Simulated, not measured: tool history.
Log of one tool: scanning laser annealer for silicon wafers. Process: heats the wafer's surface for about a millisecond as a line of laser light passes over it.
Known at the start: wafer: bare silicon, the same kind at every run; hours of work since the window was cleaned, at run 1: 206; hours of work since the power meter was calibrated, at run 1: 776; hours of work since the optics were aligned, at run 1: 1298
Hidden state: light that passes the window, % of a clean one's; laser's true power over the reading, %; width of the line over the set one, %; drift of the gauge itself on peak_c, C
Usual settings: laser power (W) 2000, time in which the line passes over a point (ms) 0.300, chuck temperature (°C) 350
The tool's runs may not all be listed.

run	hour	laser power (W)	time in which the line passes over a point (ms)	chuck temperature (°C)	hours of work since the window was cleaned	hours of work since the power meter was calibrated	hours of work since the optics were aligned	highest temperature of the surface (°C)
1	0.0	2000	0.300	350	206	776	1298	1056.5
2	30.6	2000	0.300	350	222	792	1314	1054.9
3	65.3	2000	0.234	350	241	811	1333	966.8
# hour 97.4: optics aligned, line set to its width
4	100.4	2000	0.300	350	257	827	2	1060.9
5	146.5	2000	0.300	350	281	851	26	1058.9
6	185.4	2000	0.300	350	302	872	47	1057.2
7	236.9	2000	0.300	350	329	899	74	1055.7
8	263.5	2000	0.300	350	343	913	88	1054.9
9	305.2	2000	0.300	350	365	936	110	1055.5
10	345.5	2000	0.300	334	387	957	132	1037.8
# hour 400.4: window over the wafer cleaned
11	404.0	2000	0.300	334	2	987	162	1029.1
12	459.4	2000	0.300	350	31	1016	191	1044.9
13	495.9	2000	0.300	350	51	1036	211	1042.4
14	543.2	2000	0.300	364	76	1061	236	1058.2
15	576.1	2000	0.300	350	93	1078	253	1044.4
16	635.9	2000	0.300	350	125	1110	285	1040.4
17	685.5	2000	0.300	350	152	1137	312	1039.1
18	720.3	2000	0.300	350	170	1155	330	1039.2
# hour 740.6: window over the wafer cleaned, once more
19	771.1	2000	0.323	350	16	1181	356	1095.1
20	811.6	2000	0.323	350	38	1203	378	1093.3
21	860.6	2000	0.323	350	64	1229	404	1093.8
22	892.0	1726	0.300	333	80	1245	420	953.2
23	920.9	1783	0.263	350	96	1261	436	944.8
24	979.6	1955	0.263	350	127	1292	467	995.7
25	1020.2	1809	0.286	360	149	1314	488	989.9
26	1057.5	1809	0.286	360	168	1333	508	989.6
27	1107.6	2109	0.213	352	195	1360	535	971.1

Forecast run 28:
28	1142.2	1955	0.359	369	213	1378	553	?

Run 28 gave highest temperature of the surface (°C) 1132.3.
Without the tool's hidden state the same run would have given highest temperature of the surface (°C) 1141.2.

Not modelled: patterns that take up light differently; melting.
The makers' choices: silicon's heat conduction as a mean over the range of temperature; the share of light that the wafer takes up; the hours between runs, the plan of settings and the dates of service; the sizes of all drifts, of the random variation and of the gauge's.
